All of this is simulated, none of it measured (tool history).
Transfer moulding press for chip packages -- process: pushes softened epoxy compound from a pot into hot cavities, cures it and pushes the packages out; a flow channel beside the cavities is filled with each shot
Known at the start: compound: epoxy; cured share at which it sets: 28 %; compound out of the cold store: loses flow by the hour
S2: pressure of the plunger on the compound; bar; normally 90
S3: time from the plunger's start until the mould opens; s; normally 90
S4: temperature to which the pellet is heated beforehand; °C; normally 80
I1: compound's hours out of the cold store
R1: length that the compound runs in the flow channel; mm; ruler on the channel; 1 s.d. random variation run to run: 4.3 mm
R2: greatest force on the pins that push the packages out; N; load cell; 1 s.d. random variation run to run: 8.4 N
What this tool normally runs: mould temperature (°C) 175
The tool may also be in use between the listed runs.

run 1 hour=0 | mould_temperature_(°C)=175 S2=90 S3=90 S4=80 | I1=28.6 | R1=758 R2=385
run 2 hour=18.4 | mould_temperature_(°C)=175 S2=90 S3=90 S4=80 | I1=12.7 | R1=816 R2=584
run 3 hour=31.6 | mould_temperature_(°C)=175 S2=90 S3=90 S4=80 | I1=46 | R1=708 R2=616
run 4 hour=42.5 | mould_temperature_(°C)=175 S2=71.6 S3=90 S4=80 | I1=30.6 | R1=669 R2=687
run 5 hour=62.1 | mould_temperature_(°C)=175 S2=90 S3=105 S4=80 | I1=32.1 | R1=738 R2=552
-- hour=76.2 plunger's sealing rings changed
run 6 hour=77.1 | mould_temperature_(°C)=175 S2=90 S3=90 S4=80 | I1=47.2 | R1=755 R2=714
run 7 hour=93.5 | mould_temperature_(°C)=171 S2=90 S3=90 S4=80 | I1=26.7 | R1=821 R2=1054
run 8 hour=113.3 | mould_temperature_(°C)=178 S2=90 S3=90 S4=80 | I1=25.4 | R1=813 R2=661
run 9 hour=124.5 | mould_temperature_(°C)=178 S2=90 S3=90 S4=84 | I1=46.1 | R1=741 R2=657
run 10 hour=137.5 | mould_temperature_(°C)=175 S2=90 S3=90 S4=80 | I1=39.1 | R1=771 R2=781
-- hour=152.1 cavities cleaned with cleaning compound and waxed
run 11 hour=152.1 | mould_temperature_(°C)=175 S2=90 S3=90 S4=80 | I1=31.2 | R1=790 R2=402
run 12 hour=165.8 | mould_temperature_(°C)=175 S2=90 S3=90 S4=80 | I1=25.2 | R1=815 R2=528
run 13 hour=174.1 | mould_temperature_(°C)=175 S2=90 S3=90 S4=80 | I1=23.1 | R1=820 R2=574
run 14 hour=186 | mould_temperature_(°C)=175 S2=90 S3=90 S4=80 | I1=37.2 | R1=769 R2=638
run 15 hour=194.8 | mould_temperature_(°C)=172 S2=87.6 S3=71 S4=80 | I1=17.2 | R1=844 R2=1562
run 16 hour=204.3 | mould_temperature_(°C)=173 S2=87.6 S3=86 S4=83 | I1=11 | R1=853 R2=951
run 17 hour=214.9 | mould_temperature_(°C)=173 S2=87.6 S3=86 S4=83 | I1=42 | R1=751 R2=874
run 18 hour=229.4 | mould_temperature_(°C)=173 S2=87.6 S3=86 S4=83 | I1=37.7 | R1=760 R2=947
-- hour=232.5 mould's thermocouples calibrated
run 19 hour=240.3 | mould_temperature_(°C)=176 S2=71.2 S3=76 S4=90 | I1=40.5 | R1=668 R2=1007
run 20 hour=259.9 | mould_temperature_(°C)=175 S2=103.6 S3=90 S4=72 | I1=19.5 | R1=887 R2=837
run 21 hour=269.1 | mould_temperature_(°C)=175 S2=103.6 S3=90 S4=72 | I1=30 | R1=846 R2=828
run 22 hour=281.2 | mould_temperature_(°C)=171 S2=106 S3=81 S4=76 | I1=30.4 | R1=863 R2=1417
run 23 hour=292.8 | mould_temperature_(°C)=171 S2=106 S3=81 S4=74 | I1=41.2 | R1=825 R2=1395
-- hour=302.8 cavities cleaned with cleaning compound and waxed
run 24 hour=306.4 | mould_temperature_(°C)=168 S2=96.6 S3=99 S4=80 | I1=46.1 | R1=773 R2=530
-- hour=327.5 mould's thermocouples calibrated, once more
run 25 hour=327.5 | mould_temperature_(°C)=175 S2=90 S3=90 S4=75 | I1=22.2 | R1=806 R2=593
run 26 hour=336.2 | mould_temperature_(°C)=175 S2=90 S3=90 S4=75 | I1=21.7 | R1=804 R2=647
run 27 hour=353 | mould_temperature_(°C)=179 S2=69.6 S3=92 S4=75 | I1=15.7 | R1=727 R2=561
run 28 hour=366.4 | mould_temperature_(°C)=173 S2=69.6 S3=92 S4=75 | I1=19.2 | R1=724 R2=839

Hidden state or all else? Some run-to-run changes of R1, split into what the settings, what came in and random variation would give without the hidden state, and what is left for the hidden state (with any gauge scatter that isn't in both results):
The tool's hidden condition here consists of: true mould temperature over the reading, C; pressure that reaches the compound, % of what is set; grip of the stained cavities, % over clean ones'; drift of the gauge itself on flow_mm, %; drift of the gauge itself on push_out_n, %.
Run 2 -> 3: settings left as they were, no log entry in between. R1 -108 mm: hidden state +7, all else -115.
Run 4 -> 5: S2 71.6 -> 90, S3 90 -> 105. R1 +69 mm: hidden state -8, all else +77.
Run 5 -> 6: S3 105 -> 90, plunger's sealing rings changed. R1 +17 mm: hidden state +58, all else -41.
Run 19 -> 20: mould temperature (°C) 176 -> 175, S2 71.2 -> 103.6, S3 76 -> 90, S4 90 -> 72. R1 +219 mm: hidden state -7, all else +226.

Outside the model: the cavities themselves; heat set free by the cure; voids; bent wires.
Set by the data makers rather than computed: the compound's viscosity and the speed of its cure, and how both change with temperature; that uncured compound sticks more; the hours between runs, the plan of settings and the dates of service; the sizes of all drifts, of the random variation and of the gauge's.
